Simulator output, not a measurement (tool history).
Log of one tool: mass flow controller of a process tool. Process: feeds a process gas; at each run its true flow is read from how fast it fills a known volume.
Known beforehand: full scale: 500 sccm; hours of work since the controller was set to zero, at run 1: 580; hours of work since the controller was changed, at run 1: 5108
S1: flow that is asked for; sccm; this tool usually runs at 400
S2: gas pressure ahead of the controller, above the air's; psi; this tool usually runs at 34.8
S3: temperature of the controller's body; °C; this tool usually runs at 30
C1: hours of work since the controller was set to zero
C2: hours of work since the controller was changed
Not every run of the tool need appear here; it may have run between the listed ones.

Run 1, hour 0: usual settings; C1 580; C2 5108. Result: true flow (%) 100.
Run 2, hour 271.8: usual settings; C1 709; C2 5238. Result: true flow (%) 100.09.
Run 3, hour 604: usual settings; C1 867; C2 5396. Result: true flow (%) 100.06.
Run 4, hour 949.3: usual settings; C1 1031; C2 5560. Result: true flow (%) 100.14.
Run 5, hour 1317.5: usual settings; C1 1206; C2 5735. Result: true flow (%) 100.3.
Run 6, hour 1610.4: usual settings but S3 21 °C; C1 1346; C2 5874. Result: true flow (%) 100.56.
Run 7, hour 1923.6: usual settings but S3 21 °C; C1 1495; C2 6023. Result: true flow (%) 100.56.
Run 8, hour 2229.2: usual settings but S3 21 °C; C1 1640; C2 6168. Result: true flow (%) 100.54.
Run 9, hour 2528.8: usual settings but S3 21 °C; C1 1782; C2 6311. Result: true flow (%) 100.74.
Run 10, hour 2962: usual settings but S3 29 °C; C1 1988; C2 6517. Result: true flow (%) 100.3.
Run 11, hour 3218.3: usual settings but S3 29 °C; C1 2110; C2 6639. Result: true flow (%) 100.2.
Run 12, hour 3425.7: usual settings but S3 29 °C; C1 2209; C2 6737. Result: true flow (%) 100.48.
Run 13, hour 3722.3: usual settings but S1 77 sccm, S3 29 °C; C1 2350; C2 6878. Result: true flow (%) 96.79.
Run 14, hour 4005.9: usual settings but S1 77 sccm, S3 29 °C; C1 2485; C2 7013. Result: true flow (%) 96.7.
Run 15, hour 4252.5: usual settings; C1 2602; C2 7131. Result: true flow (%) 100.31.
Run 16, hour 4520.5: usual settings; C1 2729; C2 7258. Result: true flow (%) 100.31.
Run 17, hour 4761.6: usual settings; C1 2844; C2 7373. Result: true flow (%) 100.26.
Run 18, hour 5145.9: usual settings but S2 28.9 psi; C1 3027; C2 7555. Result: true flow (%) 100.81.
Run 19, hour 5385.3: usual settings but S2 29.6 psi; C1 3141; C2 7669. Result: true flow (%) 100.71.
Run 20, hour 5819.7: usual settings but S2 29.6 psi; C1 3347; C2 7876. Result: true flow (%) 100.63.
Run 21, hour 6090.7: usual settings but S2 29.6 psi; C1 3476; C2 8005. Result: true flow (%) 100.69.
Run 22, hour 6293.4: usual settings but S2 29.6 psi; C1 3572; C2 8101. Result: true flow (%) 100.92.
Run 23, hour 6606: usual settings but S2 29.6 psi; C1 3721; C2 8250. Result: true flow (%) 100.77.
Run 24, hour 6784.6: usual settings but S1 57 sccm; C1 3806; C2 8335. Result: true flow (%) 94.93.
Run 25, hour 7034.6: usual settings but S1 57 sccm; C1 3925; C2 8454. Result: true flow (%) 94.92.
Run 26, hour 7283.7: usual settings but S1 91 sccm, S3 20 °C; C1 4043; C2 8572. Result: true flow (%) 97.22.
Run 27, hour 7488.1: usual settings but S1 91 sccm, S2 21.3 psi, S3 23 °C; C1 4141; C2 8669. Result: true flow (%) 97.55.
Run 28, hour 7678.7: usual settings but S1 91 sccm, S2 21.3 psi, S3 23 °C; C1 4231; C2 8760. Result: true flow (%) 97.67.
Run 29, hour 7926.4: usual settings but S1 52 sccm, S2 23.8 psi, S3 25 °C; C1 4349; C2 8878. Result: true flow (%) 95.07.
At hour 8015.2: controller's zero set anew.
Run 30, hour 8311.2: usual settings but S1 319 sccm, S2 23.8 psi, S3 35 °C; C1 141; C2 9060. Result: true flow (%) 101.06.
Run 31, hour 8715.4: usual settings but S2 25.8 psi, S3 40 °C; C1 333; C2 9253. Result: true flow (%) 101.13.
Run 32, hour 9070.3: usual settings but S1 135 sccm, S2 25.8 psi, S3 25 °C; C1 502; C2 9421. Result: true flow (%) 100.07.
Run 33, hour 9265: usual settings but S1 196 sccm, S2 29.4 psi, S3 29 °C; C1 594; C2 9514. Result: true flow (%) 100.31.
Run 34, hour 9615.2: usual settings but S1 91 sccm, S2 36.1 psi, S3 37 °C; C1 761; C2 9680. Result: true flow (%) 98.47.
Run 35, hour 9917.3: usual settings but S2 21.3 psi, S3 34 °C; C1 905; C2 9824. Result: true flow (%) 101.75.
Run 36, hour 10174.7: usual settings but S2 21.3 psi, S3 34 °C; C1 1027; C2 9947. Result: true flow (%) 101.73.
Run 37, hour 10517.6: usual settings but S1 290 sccm, S3 34 °C; C1 1190; C2 10110. Result: true flow (%) 100.28.
Run 38, hour 10922.9: usual settings but S1 290 sccm, S3 34 °C; C1 1383; C2 10302. Result: true flow (%) 100.38.
Run 39, hour 11117: usual settings but S1 290 sccm, S2 27.1 psi, S3 34 °C; C1 1475; C2 10395. Result: true flow (%) 100.85.
Run 40, hour 11531.4: usual settings but S1 89 sccm, S2 37.6 psi, S3 21 °C; C1 1672; C2 10592. Result: true flow (%) 98.97.
Run 41, hour 11929.3: usual settings but S1 89 sccm, S2 37.6 psi, S3 21 °C; C1 1861; C2 10781. Result: true flow (%) 99.
Run 42, hour 12339.7: usual settings but S2 35.5 psi, S3 20 °C; C1 2056; C2 10976. Result: true flow (%) 101.96.
Run 43, hour 12698.8: usual settings but S2 26.1 psi, S3 20 °C; C1 2227; C2 11147. Result: true flow (%) 102.47.
Run 44, hour 13102.5: usual settings but S3 33 °C; C1 2419; C2 11339. Result: true flow (%) 101.33.
Run 45, hour 13512.8: usual settings but S3 33 °C; C1 2614; C2 11534. Result: true flow (%) 101.41.
Run 46, hour 13912.3: usual settings but S1 424 sccm, S3 33 °C; C1 2804; C2 11724. Result: true flow (%) 101.55.
Run 47, hour 14239.3: usual settings but S1 424 sccm, S3 33 °C; C1 2960; C2 11879. Result: true flow (%) 101.59.
Run 48, hour 14441.6: usual settings but S1 435 sccm, S2 22.8 psi, S3 26 °C; C1 3056; C2 11976. Result: true flow (%) 102.74.
Run 49, hour 14684.3: usual settings but S1 435 sccm, S2 22.8 psi, S3 26 °C; C1 3171; C2 12091. Result: true flow (%) 102.74.

Pick out some run-to-run changes in true flow (%). Of each, how much would a tool without hidden state show as well, from the settings, what came in and chance, and how much is left for the hidden state and any gauge scatter not in both results compared?
The hidden state here: flow at rest that the sensor doesn't see, % of full scale; true flow over the shown one, %; drift of the gauge itself on true_pct, %.
Run 12 -> 13: S1 400 -> 77. true flow (%) -3.69: hidden state -1.53, all else -2.16.
Run 23 -> 24: S1 400 -> 57, S2 29.6 -> 34.8. true flow (%) -5.84: hidden state -3.37, all else -2.47.
Run 28 -> 29: S1 91 -> 52, S2 21.3 -> 23.8, S3 23 -> 25. true flow (%) -2.6: hidden state -2.11, all else -0.49.
Run 29 -> 30: S1 52 -> 319, S3 25 -> 35, controller's zero set anew. true flow (%) +5.99: hidden state +4.85, all else +1.14.
